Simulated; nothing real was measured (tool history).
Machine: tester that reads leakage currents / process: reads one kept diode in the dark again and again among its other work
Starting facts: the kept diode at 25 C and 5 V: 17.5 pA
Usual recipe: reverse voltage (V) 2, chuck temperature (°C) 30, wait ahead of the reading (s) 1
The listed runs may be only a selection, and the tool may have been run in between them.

| run | hour | reverse voltage (V) | chuck temperature (°C) | wait ahead of the reading (s) | current that the tester gives (pA) |
|---|---|---|---|---|---|
| 1 | 0 | 2 | 30 | 1 | 20.4 |
| 2 | 73 | 2 | 30 | 1 | 20.6 |
| 3 | 113.3 | 2 | 30 | 1 | 20.55 |
| 4 | 160.8 | 2 | 30 | 1 | 20.48 |
| 5 | 228.3 | 2 | 30 | 1 | 20.48 |
| 6 | 301.1 | 2 | 30 | 1 | 20.6 |
| 7 | 345.5 | 2 | 30 | 1 | 20.54 |
| 8 | 397.7 | 2 | 30 | 1 | 20.57 |
| 9 | 462.9 | 2 | 30 | 1 | 20.54 |
| 10 | 522.2 | 2 | 30 | 1 | 20.58 |
| 11 | 602.5 | 2 | 30 | 1 | 20.71 |
| 12 | 638.6 | 2 | 30 | 1 | 20.73 |
| 13 | 707.6 | 2 | 30 | 1 | 20.62 |
| 14 | 768.9 | 2 | 30 | 1 | 20.64 |
| 15 | 836.9 | 2 | 30 | 1 | 20.71 |
| 16 | 911.4 | 2 | 30 | 1 | 20.6 |
| 17 | 947.7 | 2 | 30 | 4.57 | 20.51 |
| 18 | 1036 | 2 | 30 | 4.57 | 20.38 |
|  | 1085.7 | chuck's temperature calibrated |
| 19 | 1085.7 | 2 | 30 | 4.57 | 21.35 |
| 20 | 1174 | 2 | 30 | 4.57 | 21.45 |
| 21 | 1236.4 | 3.54 | 21 | 0.55 | 16.65 |
| 22 | 1318.9 | 3.1 | 45 | 0.52 | 67.89 |
| 23 | 1373.7 | 3.1 | 45 | 1.32 | 66.45 |
|  | 1382.1 | probe card cleaned and baked |
| 24 | 1433.9 | 3.1 | 37 | 2.7 | 36.7 |
| 25 | 1475.5 | 2 | 30 | 1.29 | 19.58 |

What will run 26 give?
| 26 | 1552.6 | 2 | 30 | 1.29 | ? |

Run 26 came out at current that the tester gives (pA) 19.54.
Had the tool carried no hidden state, the very same run would have given current that the tester gives (pA) 19.64.

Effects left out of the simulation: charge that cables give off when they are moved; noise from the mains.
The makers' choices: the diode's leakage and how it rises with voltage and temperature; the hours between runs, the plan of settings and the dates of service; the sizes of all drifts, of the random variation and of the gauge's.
